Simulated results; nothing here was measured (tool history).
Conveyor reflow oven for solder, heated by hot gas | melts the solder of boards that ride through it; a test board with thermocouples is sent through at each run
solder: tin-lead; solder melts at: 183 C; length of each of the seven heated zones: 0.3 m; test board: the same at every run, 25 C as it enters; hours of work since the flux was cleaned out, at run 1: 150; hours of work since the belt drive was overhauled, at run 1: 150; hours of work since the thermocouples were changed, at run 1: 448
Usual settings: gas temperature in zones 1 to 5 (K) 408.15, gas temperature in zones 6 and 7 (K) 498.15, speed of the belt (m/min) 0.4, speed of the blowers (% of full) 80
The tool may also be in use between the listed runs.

run,hour,gas temperature in zones 1 to 5 (K),gas temperature in zones 6 and 7 (K),speed of the belt (m/min),speed of the blowers (% of full),hours of work since the flux was cleaned out,hours of work since the belt drive was overhauled,hours of work since the thermocouples were changed,highest temperature of the board (K),time above the solder's melting point (s)
1,0,408.15,498.15,0.4,80,150,150,448,484.15,61
2,21,408.15,498.15,0.4,80,165,165,463,484.25,60.9
# hour 31.1: flux residue cleaned out of gas plates and filters
3,39.8,408.15,498.15,0.4,80,6,175,473,484.15,60.9
4,61.3,408.15,498.15,0.4,80,22,190,488,484.05,61.3
5,80.5,408.15,498.15,0.4,80,36,204,502,484.25,60.8
6,91.8,408.15,498.15,0.4,80,44,212,510,484.25,60.8
7,105.5,408.15,513.15,0.4,80,54,222,520,497.25,71.9
8,118.5,408.15,513.15,0.4,80,63,232,530,497.35,71.8
9,142.1,408.15,498.15,0.4,80,80,249,547,484.35,60.9
10,159.2,408.15,498.15,0.4,80,92,261,559,484.05,60.9
11,180.7,408.15,498.15,0.373,80,108,277,575,485.95,68.1
12,193.9,408.15,498.15,0.373,80,117,286,584,486.05,68
13,210.5,408.15,498.15,0.373,80,129,298,596,485.95,67.9
14,225.6,408.15,498.15,0.4,80,140,309,607,484.25,61
15,245.6,408.15,498.15,0.4,80,155,323,621,484.15,60.7
16,257.3,403.15,505.15,0.346,89,163,332,630,494.85,81.4
# hour 268.8: flux residue cleaned out of gas plates and filters
17,280.6,403.15,497.15,0.338,84,9,345,643,487.65,76.2
# hour 293.6: thermocouples of zones 6 and 7 changed
18,293.7,403.15,497.15,0.338,84,16,353,0,487.65,76.2
19,308.9,395.15,507.15,0.338,71,27,364,11,493.35,77.5
20,328.6,395.15,507.15,0.338,52,42,378,25,487.35,68.9
21,348.5,395.15,507.15,0.338,52,56,392,40,487.45,69.1
22,368.3,417.15,498.15,0.456,88,70,407,54,483.75,55.8
23,387.1,411.15,508.15,0.344,80,84,420,67,497.35,86.4
24,405,411.15,508.15,0.344,80,97,433,80,497.45,85.8
25,418.5,411.15,508.15,0.344,80,106,443,90,497.55,86.1
26,430.3,408.15,500.15,0.446,80,115,451,99,482.75,51.7
27,447.5,408.15,500.15,0.446,80,127,464,111,482.65,51.9
28,460.1,408.15,500.15,0.446,80,136,473,120,482.75,52
29,476.4,400.15,493.15,0.362,66,148,485,132,478.45,56.4
30,488.9,403.15,498.15,0.4,80,157,494,141,483.25,58

Forecast each of these 4 alternatives for the next run:
A,499.2,413.15,498.15,0.325,80,165,501,148,?,?
B,499.2,417.15,498.15,0.417,52,165,501,148,?,?
C,499.2,403.15,498.15,0.41,80,165,501,148,?,?
D,499.2,394.15,512.15,0.4,80,165,501,148,?,?

run,highest temperature of the board (K),time above the solder's melting point (s)
A,489.75,86.5
B,477.45,50.8
C,482.75,55.5
D,494.35,64.8
Without the tool's hidden state the same runs would have given:
run,highest temperature of the board (K),time above the solder's melting point (s)
A,489.85,86.5
B,477.45,50.8
C,482.75,55.5
D,494.35,64.9

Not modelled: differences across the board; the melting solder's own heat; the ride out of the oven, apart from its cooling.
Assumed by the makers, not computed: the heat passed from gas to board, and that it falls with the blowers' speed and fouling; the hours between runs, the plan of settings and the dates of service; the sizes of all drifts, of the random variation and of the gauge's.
